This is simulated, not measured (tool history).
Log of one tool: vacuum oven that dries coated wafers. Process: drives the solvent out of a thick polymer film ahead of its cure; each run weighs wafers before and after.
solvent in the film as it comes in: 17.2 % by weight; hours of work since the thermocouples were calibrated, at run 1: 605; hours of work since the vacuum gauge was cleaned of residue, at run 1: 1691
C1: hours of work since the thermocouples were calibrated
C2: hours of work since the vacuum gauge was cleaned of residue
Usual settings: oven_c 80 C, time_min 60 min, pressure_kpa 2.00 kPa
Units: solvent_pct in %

run 1 hour=0.0 | oven_c=80 time_min=60 pressure_kpa=2.00 | C1=605 C2=1691 | solvent_pct=2.40
run 2 hour=27.9 | oven_c=90 time_min=60 pressure_kpa=2.00 | C1=626 C2=1712 | solvent_pct=1.19
run 3 hour=72.2 | oven_c=90 time_min=60 pressure_kpa=2.00 | C1=660 C2=1747 | solvent_pct=1.32
run 4 hour=113.6 | oven_c=90 time_min=60 pressure_kpa=2.00 | C1=692 C2=1779 | solvent_pct=1.20
run 5 hour=167.8 | oven_c=90 time_min=60 pressure_kpa=2.00 | C1=734 C2=1821 | solvent_pct=1.24
run 6 hour=223.1 | oven_c=90 time_min=60 pressure_kpa=2.00 | C1=777 C2=1863 | solvent_pct=1.25
run 7 hour=278.3 | oven_c=90 time_min=60 pressure_kpa=2.00 | C1=820 C2=1906 | solvent_pct=1.26
run 8 hour=330.4 | oven_c=81 time_min=60 pressure_kpa=2.00 | C1=860 C2=1946 | solvent_pct=2.12
-- hour=337.5 oven's thermocouples calibrated
run 9 hour=370.9 | oven_c=81 time_min=60 pressure_kpa=2.00 | C1=26 C2=1976 | solvent_pct=2.08
run 10 hour=422.8 | oven_c=80 time_min=60 pressure_kpa=2.00 | C1=66 C2=2016 | solvent_pct=2.24
run 11 hour=477.0 | oven_c=80 time_min=60 pressure_kpa=2.00 | C1=108 C2=2058 | solvent_pct=2.21
run 12 hour=503.4 | oven_c=80 time_min=60 pressure_kpa=2.00 | C1=128 C2=2078 | solvent_pct=2.22
run 13 hour=547.6 | oven_c=80 time_min=60 pressure_kpa=2.00 | C1=162 C2=2112 | solvent_pct=2.32
run 14 hour=574.1 | oven_c=80 time_min=60 pressure_kpa=2.00 | C1=183 C2=2133 | solvent_pct=2.32
run 15 hour=627.0 | oven_c=80 time_min=60 pressure_kpa=2.00 | C1=224 C2=2174 | solvent_pct=2.44
run 16 hour=665.9 | oven_c=80 time_min=60 pressure_kpa=2.00 | C1=254 C2=2204 | solvent_pct=2.31
run 17 hour=718.4 | oven_c=91 time_min=60 pressure_kpa=2.00 | C1=294 C2=2244 | solvent_pct=1.17
run 18 hour=766.5 | oven_c=91 time_min=60 pressure_kpa=2.00 | C1=331 C2=2281 | solvent_pct=1.24
run 19 hour=809.4 | oven_c=80 time_min=60 pressure_kpa=2.00 | C1=364 C2=2315 | solvent_pct=2.32
run 20 hour=870.6 | oven_c=80 time_min=72 pressure_kpa=3.18 | C1=412 C2=2362 | solvent_pct=3.10
run 21 hour=903.0 | oven_c=70 time_min=59 pressure_kpa=2.59 | C1=437 C2=2387 | solvent_pct=6.13
-- hour=915.4 vacuum gauge cleaned of residue and calibrated
run 22 hour=954.8 | oven_c=70 time_min=59 pressure_kpa=2.59 | C1=476 C2=30 | solvent_pct=6.08
run 23 hour=1012.7 | oven_c=80 time_min=76 pressure_kpa=1.34 | C1=520 C2=75 | solvent_pct=1.40
run 24 hour=1046.0 | oven_c=89 time_min=54 pressure_kpa=4.41 | C1=546 C2=101 | solvent_pct=2.77
run 25 hour=1098.4 | oven_c=87 time_min=100 pressure_kpa=2.48 | C1=587 C2=141 | solvent_pct=1.66
run 26 hour=1136.2 | oven_c=66 time_min=60 pressure_kpa=1.63 | C1=616 C2=170 | solvent_pct=6.74
run 27 hour=1165.3 | oven_c=80 time_min=47 pressure_kpa=2.16 | C1=638 C2=193 | solvent_pct=2.98
run 28 hour=1197.7 | oven_c=85 time_min=51 pressure_kpa=2.40 | C1=663 C2=218 | solvent_pct=1.99
run 29 hour=1242.5 | oven_c=78 time_min=73 pressure_kpa=2.11 | C1=698 C2=253 | solvent_pct=2.60
run 30 hour=1276.9 | oven_c=78 time_min=73 pressure_kpa=2.11 | C1=724 C2=279 | solvent_pct=2.50
run 31 hour=1330.3 | oven_c=74 time_min=69 pressure_kpa=1.08 | C1=766 C2=320 | solvent_pct=2.52
run 32 hour=1360.7 | oven_c=74 time_min=69 pressure_kpa=1.08 | C1=789 C2=344 | solvent_pct=2.62
run 33 hour=1412.4 | oven_c=87 time_min=90 pressure_kpa=5.14 | C1=829 C2=384 | solvent_pct=3.39
-- hour=1461.4 oven's thermocouples calibrated
run 34 hour=1471.2 | oven_c=88 time_min=66 pressure_kpa=5.96 | C1=8 C2=428 | solvent_pct=3.78
run 35 hour=1533.2 | oven_c=68 time_min=43 pressure_kpa=5.96 | C1=55 C2=476 | solvent_pct=11.42
run 36 hour=1585.7 | oven_c=68 time_min=43 pressure_kpa=5.96 | C1=96 C2=516 | solvent_pct=11.57
run 37 hour=1635.8 | oven_c=68 time_min=43 pressure_kpa=5.96 | C1=135 C2=555 | solvent_pct=11.57

Forecast each of these 4 alternatives for the next run:
run A hour=1686.3 | oven_c=90 time_min=92 pressure_kpa=1.29 | C1=174 C2=594 | solvent_pct=?
run B hour=1686.3 | oven_c=68 time_min=43 pressure_kpa=7.54 | C1=174 C2=594 | solvent_pct=?
run C hour=1686.3 | oven_c=82 time_min=60 pressure_kpa=5.90 | C1=174 C2=594 | solvent_pct=?
run D hour=1686.3 | oven_c=80 time_min=97 pressure_kpa=2.00 | C1=174 C2=594 | solvent_pct=?

run=A solvent_pct=0.69
run=B solvent_pct=13.08
run=C solvent_pct=4.91
run=D solvent_pct=1.86
Without the tool's hidden state the same runs would have given:
run=A solvent_pct=0.69
run=B solvent_pct=13.06
run=C solvent_pct=4.90
run=D solvent_pct=1.85

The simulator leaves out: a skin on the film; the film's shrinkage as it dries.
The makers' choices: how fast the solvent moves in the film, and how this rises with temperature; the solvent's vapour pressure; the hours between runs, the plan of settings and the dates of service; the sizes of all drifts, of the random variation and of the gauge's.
